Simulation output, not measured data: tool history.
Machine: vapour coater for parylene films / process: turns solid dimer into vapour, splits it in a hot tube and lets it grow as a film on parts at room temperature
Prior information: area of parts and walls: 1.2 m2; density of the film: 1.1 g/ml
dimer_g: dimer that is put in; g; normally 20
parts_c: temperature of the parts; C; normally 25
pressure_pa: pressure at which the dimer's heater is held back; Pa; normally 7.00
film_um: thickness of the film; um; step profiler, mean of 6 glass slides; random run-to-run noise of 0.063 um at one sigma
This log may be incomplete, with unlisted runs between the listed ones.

run   hour  dimer_g  parts_c  pressure_pa  film_um
  1    0.0       20       25         7.00     6.83
  2   10.3       20       25         7.00     6.74
  3   32.6       20       25         7.00     6.71
  4   48.3       20       25         2.33     7.74
  5   65.8       20       25         2.33     7.73
  6   76.0       20       25         2.33     7.83
  7   91.8       20       25         2.33     7.66
  8  115.0       20       25         7.00     6.57
  9  131.4       20       25         6.90     6.60
 10  142.1       14       25         6.90     4.49
 11  164.6       14       25         6.90     4.49
 12  178.3       14       25         6.90     4.54
 13  190.0       14       25         6.90     4.44
 14  209.0       14       25         6.90     4.48
 15  218.9       15       25         6.90     4.73
 16  233.8       15       25         7.00     4.72
 17  249.4       15       25         7.00     4.75
     266.3  -- trap's valve overhauled
 18  267.8       15       25         7.00     5.43
 19  280.8       15       25         7.00     5.46
 20  303.9       15       25         7.00     5.41
 21  317.6       15       25         7.00     5.39
 22  337.4       15       25         7.00     5.35
 23  359.8       15       25         7.00     5.43
 24  378.2       20       25         7.00     7.03
 25  389.3       20       21        11.71     7.54
 26  402.3       29       32        11.71     7.46
 27  420.0       19       37         3.55     4.89
 28  435.7       18       19         2.64     8.75
 29  456.0       18       19         2.64     8.78
 30  471.8       32       20         9.58    12.53
 31  492.9       14       25         4.02     5.15
 32  505.5       14       25         4.02     5.05
 33  528.1       20       21         6.05     7.79
 34  540.1       14       36         3.42     3.59
 35  560.7       14       36         3.42     3.48
 36  572.9       11       36         3.42     2.76
 37  596.5       10       29         7.37     2.87
 38  609.4       12       29         2.15     4.09
 39  619.1       12       29         2.15     3.98
 40  636.5       16       29        10.57     4.27
 41  660.1       22       19        10.57     8.37
 42  670.8       11       21         3.59     4.50
 43  692.3       11       21         7.23     4.04
 44  712.4       20       26         7.00     6.12
 45  734.1       20       26         7.00     6.14
 46  744.8       20       19         7.00     7.74
 47  766.2       20       19         7.00     7.64
     776.0  -- trap's valve overhauled
 48  787.7       20       28         7.00     6.47

What would each run have given without the hidden state, its run-to-run variation left as it was?
Hidden state present: vapour lost through the trap's worn valve, %; true temperature of the parts over the reading, C; drift of the gauge itself on film_um, %.
run  film_um
  1     7.45
  2     7.38
  3     7.40
  4     8.57
  5     8.62
  6     8.75
  7     8.60
  8     7.43
  9     7.50
 10     5.12
 11     5.16
 12     5.23
 13     5.14
 14     5.21
 15     5.54
 16     5.55
 17     5.61
 18     5.55
 19     5.60
 20     5.58
 21     5.59
 22     5.57
 23     5.69
 24     7.41
 25     7.98
 26     7.92
 27     5.22
 28     9.38
 29     9.47
 30    13.58
 31     5.62
 32     5.53
 33     8.58
 34     3.97
 35     3.87
 36     3.09
 37     3.23
 38     4.61
 39     4.51
 40     4.86
 41     9.60
 42     5.18
 43     4.69
 44     7.14
 45     7.21
 46     9.13
 47     9.06
 48     6.69

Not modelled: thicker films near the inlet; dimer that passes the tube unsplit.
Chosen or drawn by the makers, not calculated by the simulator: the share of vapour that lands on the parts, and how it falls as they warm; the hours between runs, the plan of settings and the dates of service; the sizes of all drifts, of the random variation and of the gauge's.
